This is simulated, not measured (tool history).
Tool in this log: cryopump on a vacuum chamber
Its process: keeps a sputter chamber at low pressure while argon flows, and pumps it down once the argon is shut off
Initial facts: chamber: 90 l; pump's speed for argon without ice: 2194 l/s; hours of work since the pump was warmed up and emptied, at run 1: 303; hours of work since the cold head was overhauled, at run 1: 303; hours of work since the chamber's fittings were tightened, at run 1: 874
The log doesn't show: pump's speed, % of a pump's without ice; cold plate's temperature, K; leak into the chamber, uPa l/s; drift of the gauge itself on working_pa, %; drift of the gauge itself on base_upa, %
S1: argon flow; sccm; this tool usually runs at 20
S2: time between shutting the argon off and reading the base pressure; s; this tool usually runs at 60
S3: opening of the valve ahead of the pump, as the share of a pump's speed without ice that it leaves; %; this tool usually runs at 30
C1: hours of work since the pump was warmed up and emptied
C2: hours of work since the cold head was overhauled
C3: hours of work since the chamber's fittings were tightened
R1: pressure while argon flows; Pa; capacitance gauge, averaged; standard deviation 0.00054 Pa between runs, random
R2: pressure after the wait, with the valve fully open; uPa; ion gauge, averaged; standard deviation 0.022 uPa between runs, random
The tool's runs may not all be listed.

run,day,S1,S2,S3,C1,C2,C3,R1,R2
1,0,20,60,30,303,303,874,0.052,0.79
2,2.962,20,60,57,332,332,903,0.0286,0.8
3,4.883,20,60,57,351,351,922,0.0289,0.84
4,6.85,20,60,57,371,371,942,0.0283,0.82
5,10.292,20,60,57,405,405,976,0.0288,0.84
6,13.421,20,60,57,436,436,1007,0.0289,0.79
7,16.658,20,60,57,469,469,1040,0.0284,0.82
8,19.462,20,60,57,496,496,1067,0.0283,0.84
9,22.475,20,60,30,526,526,1097,0.0531,0.87
10,25.35,20,60,30,555,555,1126,0.0531,0.87
11,28.142,20,285,29,583,583,1154,0.0549,0.49
12,30.1,10,285,25,602,602,1173,0.0326,0.45
13,32.229,11,265,30,624,624,1194,0.0292,0.49
14,34.05,11,265,30,642,642,1213,0.0292,0.51

Expected results for the next run?
15,36.117,11,227,44,662,662,1233,?,?

R1: 0.0209 Pa
R2: 0.52 uPa
Were there no unlogged condition in the tool, this run, its random variation unchanged, would have produced R1 0.0195 Pa, R2 0.28 uPa.
